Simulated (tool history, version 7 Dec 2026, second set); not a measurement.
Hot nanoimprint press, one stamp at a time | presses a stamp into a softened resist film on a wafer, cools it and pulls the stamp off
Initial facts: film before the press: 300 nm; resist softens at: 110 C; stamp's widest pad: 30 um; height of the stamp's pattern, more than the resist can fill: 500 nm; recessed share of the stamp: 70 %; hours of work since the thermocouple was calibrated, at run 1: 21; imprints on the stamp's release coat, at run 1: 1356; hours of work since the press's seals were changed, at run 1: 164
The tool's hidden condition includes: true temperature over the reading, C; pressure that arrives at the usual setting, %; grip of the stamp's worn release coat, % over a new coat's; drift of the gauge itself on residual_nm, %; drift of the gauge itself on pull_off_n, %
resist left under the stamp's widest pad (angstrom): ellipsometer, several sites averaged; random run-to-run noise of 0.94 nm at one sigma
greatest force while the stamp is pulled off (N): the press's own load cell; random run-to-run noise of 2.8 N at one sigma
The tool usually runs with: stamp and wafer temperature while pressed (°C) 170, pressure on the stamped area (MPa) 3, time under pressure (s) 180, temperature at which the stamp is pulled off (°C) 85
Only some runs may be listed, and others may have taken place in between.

run,hour,stamp and wafer temperature while pressed (°C),pressure on the stamped area (MPa),time under pressure (s),temperature at which the stamp is pulled off (°C),hours of work since the thermocouple was calibrated,imprints on the stamp's release coat,hours of work since the press's seals were changed,resist left under the stamp's widest pad (angstrom),greatest force while the stamp is pulled off (N)
1,0,170,3,180,85,21,1356,164,1348,190
2,9.6,170,3,180,85,27,1391,170,1347,192
3,15.5,170,2.45,180,85,31,1412,174,1488,198
# hour 27.2: stamp cleaned and given a new release coat
4,28.4,170,2.45,180,85,35,4,178,1479,131
5,39.2,170,2.19,180,85,42,43,185,1549,138
6,46.2,170,4.75,180,85,46,67,189,1110,135
7,58.9,170,4.75,180,85,54,112,197,1105,139
8,65.7,170,4.75,180,85,59,137,201,1099,141
9,71.6,170,4.75,180,85,62,158,205,1107,140
10,76.9,170,4.75,180,85,66,177,208,1119,138
11,85.8,176,4.75,180,85,71,208,214,797,140
12,98.4,180,2.11,133,85,79,253,222,1085,141
13,105.6,170,3,188,93,84,279,226,1351,116
14,118.8,173,3.54,243,87,92,326,235,958,140
15,128.6,176,2.14,217,71,98,361,241,1103,210
16,134.7,176,2.14,219,93,102,382,245,1092,117
17,142.4,170,3,180,86,107,410,250,1384,149
18,153.4,170,3,180,86,114,449,256,1384,145
19,166.4,180,3,180,91,122,495,265,832,128
20,174.5,173,3.83,144,92,127,524,270,1149,122
21,186.2,173,3.83,144,92,134,566,277,1162,129

Predict each of these 5 candidate next runs independently; none follows another, all start after run 21:
A,195.8,173,2.55,210,85,140,600,283,?,?
B,195.8,170,3.64,331,85,140,600,283,?,?
C,195.8,170,3,112,72,140,600,283,?,?
D,195.8,170,3,186,90,140,600,283,?,?
E,195.8,173,3.83,94,92,140,600,283,?,?

run,resist left under the stamp's widest pad (angstrom),greatest force while the stamp is pulled off (N)
A,1209,164
B,995,159
C,1663,217
D,1350,135
E,1392,122
Had the tool no hidden state, the same runs would have come out as:
run,resist left under the stamp's widest pad (angstrom),greatest force while the stamp is pulled off (N)
A,1157,136
B,945,132
C,1597,181
D,1291,112
E,1331,101
